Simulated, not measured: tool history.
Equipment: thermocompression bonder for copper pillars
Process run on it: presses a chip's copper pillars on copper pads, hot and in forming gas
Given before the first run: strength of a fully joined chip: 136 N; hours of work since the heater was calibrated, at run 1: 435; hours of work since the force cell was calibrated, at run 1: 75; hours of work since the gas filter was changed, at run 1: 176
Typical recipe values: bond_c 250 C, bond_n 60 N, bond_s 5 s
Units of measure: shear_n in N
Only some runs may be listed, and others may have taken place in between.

run	hour	bond_c	bond_n	bond_s	hours of work since the heater was calibrated	hours of work since the force cell was calibrated	hours of work since the gas filter was changed	shear_n
1	0.0	250	60	5	435	75	176	73.5
2	5.5	250	60	5	438	78	179	73.2
3	10.5	250	60	5	441	81	182	73.6
4	21.6	250	45	5	448	87	189	57.4
5	27.4	250	60	14	451	91	192	95.2
6	33.7	250	60	14	455	95	196	95.2
# hour 39.0: forming gas filter changed
7	43.3	250	60	5	460	100	3	81.1
8	54.4	250	60	11	467	107	9	100.0
9	63.2	250	60	11	472	112	14	99.1
10	68.3	269	60	5	475	115	17	92.8
11	76.9	269	60	5	480	120	23	92.3
12	84.4	250	60	11	485	124	27	99.7
13	91.8	250	60	5	489	129	31	80.0
14	103.1	250	60	4	496	136	38	74.4
15	109.0	250	60	5	499	139	42	80.2
16	114.0	250	60	5	502	142	45	79.3
17	121.5	250	60	5	507	147	49	79.9
18	127.3	250	60	5	510	150	53	77.9
19	133.7	250	60	5	514	154	56	79.6
20	140.7	250	60	5	518	158	61	79.7
21	151.0	263	46	5	524	164	67	71.1
22	160.1	250	61	5	530	170	72	79.8
23	165.2	232	48	5	533	173	75	55.8
24	173.6	232	48	13	538	178	80	76.6
25	180.1	232	48	13	542	181	84	75.9
26	190.2	232	48	13	548	187	90	76.0
27	196.3	277	60	8	551	191	94	104.6
28	201.5	280	60	4	555	194	97	91.8
29	207.8	250	55	6	558	198	100	78.4
30	219.8	250	76	3	565	205	108	80.0
31	228.2	250	76	3	570	210	113	79.3
32	239.6	250	65	3	577	217	119	70.8
33	248.3	250	65	3	582	222	125	70.6
34	260.2	251	65	7	589	229	132	89.7
35	270.3	251	65	7	595	235	138	88.9
36	278.9	243	46	13	601	240	143	79.5
37	287.5	278	60	5	606	245	148	93.7
38	292.7	250	47	4	609	248	151	57.9
39	299.9	241	54	8	613	253	155	75.4
40	307.6	252	55	8	618	257	160	83.9

Branching from run 40: 4 alternative next runs. What would each branch give?
A	316.2	247	70	8	623	262	165	?
B	316.2	255	79	5	623	262	165	?
C	316.2	234	39	11	623	262	165	?
D	316.2	269	48	3	623	262	165	?

run	shear_n
A	93.0
B	94.0
C	60.6
D	64.2
With no hidden state in the tool, these same runs would have given:
run	shear_n
A	94.6
B	95.9
C	59.4
D	63.9

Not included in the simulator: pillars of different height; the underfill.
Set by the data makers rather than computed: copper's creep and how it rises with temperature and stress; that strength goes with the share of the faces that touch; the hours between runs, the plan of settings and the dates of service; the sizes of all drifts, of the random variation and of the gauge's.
